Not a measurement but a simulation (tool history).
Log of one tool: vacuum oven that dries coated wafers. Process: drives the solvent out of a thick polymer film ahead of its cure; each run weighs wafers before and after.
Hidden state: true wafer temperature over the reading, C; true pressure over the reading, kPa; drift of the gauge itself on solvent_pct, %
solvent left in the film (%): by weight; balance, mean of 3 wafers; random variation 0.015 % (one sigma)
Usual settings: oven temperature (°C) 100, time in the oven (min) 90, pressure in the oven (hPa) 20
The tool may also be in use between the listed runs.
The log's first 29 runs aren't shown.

| run | hour | oven temperature (°C) | time in the oven (min) | pressure in the oven (hPa) | hours of work since the thermocouples were calibrated | hours of work since the vacuum gauge was cleaned of residue | solvent left in the film (%) |
|---|---|---|---|---|---|---|---|
| 30 | 294.8 | 89 | 128 | 44 | 744 | 96 | 6.02 |
| 31 | 301.2 | 93 | 128 | 37.7 | 748 | 101 | 4.37 |
| 32 | 308.6 | 105 | 54 | 20 | 754 | 107 | 3.36 |
| 33 | 316.3 | 105 | 54 | 45.6 | 760 | 112 | 4.09 |
| 34 | 330 | 105 | 54 | 45.6 | 771 | 123 | 4.04 |
| 35 | 338.4 | 105 | 54 | 45.6 | 777 | 129 | 4.07 |
| 36 | 349.9 | 102 | 125 | 14.9 | 786 | 138 | 1.33 |
| 37 | 360.5 | 102 | 125 | 38.8 | 794 | 146 | 2.19 |
| 38 | 367.4 | 109 | 49 | 38.8 | 799 | 151 | 3.08 |
| 39 | 379.7 | 100 | 90 | 15.2 | 809 | 161 | 2.66 |
| 40 | 386.5 | 100 | 90 | 15.2 | 814 | 166 | 2.68 |
| 41 | 399.8 | 106 | 87 | 20 | 824 | 176 | 1.58 |
| 42 | 411.4 | 100 | 58 | 32.5 | 833 | 185 | 4.92 |

3 ways to go on from here, each from the tool as it stands after run 42. What would each give?
| A | 418 | 109 | 90 | 20 | 838 | 190 | ? |
| B | 418 | 100 | 134 | 41.9 | 838 | 190 | ? |
| C | 418 | 100 | 66 | 20 | 838 | 190 | ? |

| run | solvent left in the film (%) |
|---|---|
| A | 1.09 |
| B | 2.57 |
| C | 4 |
Without the tool's hidden state the same runs would have given:
| run | solvent left in the film (%) |
|---|---|
| A | 1.1 |
| B | 2.6 |
| C | 4.07 |
